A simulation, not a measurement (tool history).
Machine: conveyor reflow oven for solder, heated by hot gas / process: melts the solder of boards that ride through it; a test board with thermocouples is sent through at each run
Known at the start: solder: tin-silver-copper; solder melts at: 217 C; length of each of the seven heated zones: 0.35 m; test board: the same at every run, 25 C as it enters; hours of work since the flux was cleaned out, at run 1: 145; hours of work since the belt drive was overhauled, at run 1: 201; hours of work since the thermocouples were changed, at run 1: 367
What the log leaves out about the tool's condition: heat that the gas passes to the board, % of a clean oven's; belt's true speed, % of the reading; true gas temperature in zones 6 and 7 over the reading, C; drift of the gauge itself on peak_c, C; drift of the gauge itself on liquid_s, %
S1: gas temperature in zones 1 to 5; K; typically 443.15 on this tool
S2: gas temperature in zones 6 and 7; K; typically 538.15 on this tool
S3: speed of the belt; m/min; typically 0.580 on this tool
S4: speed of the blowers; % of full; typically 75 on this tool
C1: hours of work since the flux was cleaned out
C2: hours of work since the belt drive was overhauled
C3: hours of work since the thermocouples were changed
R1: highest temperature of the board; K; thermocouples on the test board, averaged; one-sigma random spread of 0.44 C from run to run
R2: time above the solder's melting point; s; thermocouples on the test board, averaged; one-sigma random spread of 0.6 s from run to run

run,hour,S1,S2,S3,S4,C1,C2,C3,R1,R2
1,0.0,443.15,538.15,0.580,75,145,201,367,528.45,57.1
2,14.7,443.15,538.15,0.580,75,156,212,378,528.35,56.6
3,26.6,443.15,538.15,0.580,75,165,221,387,528.65,56.8
4,42.5,443.15,538.15,0.580,56,177,233,399,525.15,53.3
# hour 48.3: belt drive overhauled, speed set with a stopwatch
5,62.4,443.15,538.15,0.577,75,188,11,411,527.35,56.7
6,77.4,443.15,538.15,0.567,75,200,22,422,528.15,58.1

Predict the results of run 7:
7,87.2,443.15,538.15,0.567,75,207,29,429,?,?

Run 7 came out at R1 528.55 K, R2 59.2 s.
Take away the tool's hidden state, keep the run-to-run variation as it was, and the same run would have given R1 528.15 K, R2 58.7 s.
